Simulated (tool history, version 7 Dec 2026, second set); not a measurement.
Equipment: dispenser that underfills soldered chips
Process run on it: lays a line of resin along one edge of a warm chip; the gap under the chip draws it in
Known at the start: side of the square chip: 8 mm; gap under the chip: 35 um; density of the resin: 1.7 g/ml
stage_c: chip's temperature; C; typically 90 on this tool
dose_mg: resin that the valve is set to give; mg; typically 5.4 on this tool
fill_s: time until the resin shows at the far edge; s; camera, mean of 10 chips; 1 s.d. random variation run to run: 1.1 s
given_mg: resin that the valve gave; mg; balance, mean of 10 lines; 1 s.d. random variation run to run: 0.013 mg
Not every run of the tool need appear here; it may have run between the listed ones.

| run | hour | stage_c | dose_mg | fill_s | given_mg |
|---|---|---|---|---|---|
| 1 | 0 | 90 | 5.4 | 189.8 | 5.38 |
|  | 2.1 | new syringe of resin |
| 2 | 4.7 | 90 | 5.83 | 118.7 | 5.79 |
| 3 | 8 | 79 | 5.4 | 208.9 | 5.36 |
| 4 | 12.1 | 90 | 5.4 | 162.3 | 5.38 |
| 5 | 16.4 | 90 | 5.4 | 188.3 | 5.36 |
|  | 19.2 | new syringe of resin |
| 6 | 21.4 | 90 | 5.4 | 119.7 | 5.35 |
| 7 | 25.4 | 90 | 5.4 | 138.8 | 5.34 |
| 8 | 30.6 | 90 | 5.4 | 168.5 | 5.33 |
| 9 | 34 | 86 | 5.4 | 212.3 | 5.37 |
|  | 36.2 | new syringe of resin |
| 10 | 41.6 | 100 | 5.4 | 91.8 | 5.33 |
| 11 | 48.3 | 82 | 5.4 | 228.2 | 5.33 |
|  | 53.3 | new syringe of resin |
| 12 | 54.8 | 92 | 5.4 | 105.2 | 5.33 |
| 13 | 58.3 | 92 | 5.4 | 119.8 | 5.33 |
| 14 | 64.8 | 85 | 5.4 | 194 | 5.31 |
|  | 70.6 | new syringe of resin |
| 15 | 70.6 | 85 | 5.4 | 133.5 | 5.29 |
| 16 | 77.5 | 85 | 5.4 | 170.9 | 5.28 |
| 17 | 80.6 | 85 | 5.4 | 189.9 | 5.27 |
| 18 | 85.1 | 85 | 5.4 | 224.8 | 5.27 |
|  | 87.9 | new syringe of resin |
| 19 | 91 | 103 | 5.4 | 79.9 | 5.27 |
| 20 | 97.8 | 99 | 6.14 | 113.3 | 5.98 |
| 21 | 100.9 | 99 | 6.14 | 126.2 | 5.98 |
| 22 | 104 | 103 | 6.18 | 123.7 | 6.01 |
|  | 105.1 | new syringe of resin |
| 23 | 107.2 | 99 | 6.76 | 82.5 | 6.56 |
| 24 | 113.5 | 99 | 6.76 | 104.1 | 6.58 |
| 25 | 117.1 | 99 | 6.76 | 120.3 | 6.56 |
| 26 | 121 | 100 | 6.71 | 131.5 | 6.53 |
|  | 122.5 | new syringe of resin |
| 27 | 127.7 | 94 | 4.98 | 118.8 | 4.8 |
| 28 | 131.6 | 86 | 5.4 | 177.4 | 5.2 |
| 29 | 135.5 | 86 | 5.4 | 207.5 | 5.22 |
|  | 139.9 | new syringe of resin |
| 30 | 141.9 | 78 | 5.68 | 184.6 | 5.49 |
| 31 | 146.9 | 79 | 6.83 | 209.9 | 6.58 |
| 32 | 151.8 | 103 | 5.99 | 104.8 | 5.79 |
| 33 | 155.4 | 100 | 6.01 | 134.1 | 5.79 |
|  | 157.3 | new syringe of resin |
| 34 | 160.5 | 83 | 5.33 | 162 | 5.13 |
| 35 | 167.3 | 83 | 5.33 | 208.3 | 5.09 |
|  | 174.5 | new syringe of resin |
| 36 | 174.5 | 85 | 6.92 | 127.1 | 6.63 |
| 37 | 178 | 85 | 6.92 | 147.2 | 6.63 |

What if the next run were any one of these 3? Each begins from the tool's condition after run 37:
| A | 182.6 | 76 | 4.65 | ? | ? |
| B | 182.6 | 80 | 4.98 | ? | ? |
| C | 182.6 | 100 | 5.2 | ? | ? |

| run | fill_s | given_mg |
|---|---|---|
| A | 264 | 4.44 |
| B | 224.7 | 4.77 |
| C | 105.4 | 4.99 |
With the hidden condition removed and each run's random variation left untouched, the same runs would have given:
| run | fill_s | given_mg |
|---|---|---|
| A | 191.2 | 4.65 |
| B | 163.5 | 4.98 |
| C | 77 | 5.22 |
